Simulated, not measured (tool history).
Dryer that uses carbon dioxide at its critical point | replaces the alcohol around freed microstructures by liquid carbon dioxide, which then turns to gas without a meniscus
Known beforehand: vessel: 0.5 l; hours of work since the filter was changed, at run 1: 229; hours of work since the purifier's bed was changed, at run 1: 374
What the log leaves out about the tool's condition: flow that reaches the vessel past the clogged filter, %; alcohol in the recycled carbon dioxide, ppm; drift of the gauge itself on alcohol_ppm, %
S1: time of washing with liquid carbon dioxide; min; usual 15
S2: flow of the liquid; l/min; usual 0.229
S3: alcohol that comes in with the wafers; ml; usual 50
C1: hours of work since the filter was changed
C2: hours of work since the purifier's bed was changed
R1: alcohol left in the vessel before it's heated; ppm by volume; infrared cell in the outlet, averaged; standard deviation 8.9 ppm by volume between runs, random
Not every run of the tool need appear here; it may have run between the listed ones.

run	day	S1	S2	S3	C1	C2	R1
1	0.000	15	0.229	50	229	374	851
2	0.833	15	0.229	29	236	381	559
3	2.342	15	0.229	29	247	392	540
4	3.842	15	0.229	29	258	403	562
5	5.504	13	0.229	50	271	416	1690
6	7.175	15	0.229	50	283	429	932
# day 7.967: inlet filter changed
7	9.008	15	0.368	50	8	442	147
8	10.342	15	0.368	50	18	452	145
9	11.462	15	0.229	50	26	461	667
10	13.017	15	0.229	50	38	472	674
11	13.983	15	0.229	50	45	479	664
12	15.379	20	0.229	80	56	490	274
13	17.150	13	0.229	80	69	503	1933
14	17.975	9	0.229	80	75	510	7252
15	19.071	13	0.312	28	84	518	256
16	19.946	14	0.353	85	90	524	236
17	20.925	10	0.322	50	98	532	950
18	22.446	14	0.229	80	109	543	1554
19	23.892	10	0.163	50	120	554	9239
20	24.775	23	0.229	51	127	561	190
21	26.433	23	0.229	51	139	573	186
22	27.300	15	0.229	90	146	580	1312

Subtracting, for every run, the result it would have given without the tool's unlogged condition from the measured result gives the following. The same run-to-run variation enters both numbers; the gauge's scatter may not:
run	R1
1	+356
2	+262
3	+259
4	+276
5	+667
6	+444
7	+115
8	+122
9	+160
10	+170
11	+176
12	+146
13	+349
14	+797
15	+156
16	+157
17	+281
18	+413
19	+1146
20	+159
21	+164
22	+444

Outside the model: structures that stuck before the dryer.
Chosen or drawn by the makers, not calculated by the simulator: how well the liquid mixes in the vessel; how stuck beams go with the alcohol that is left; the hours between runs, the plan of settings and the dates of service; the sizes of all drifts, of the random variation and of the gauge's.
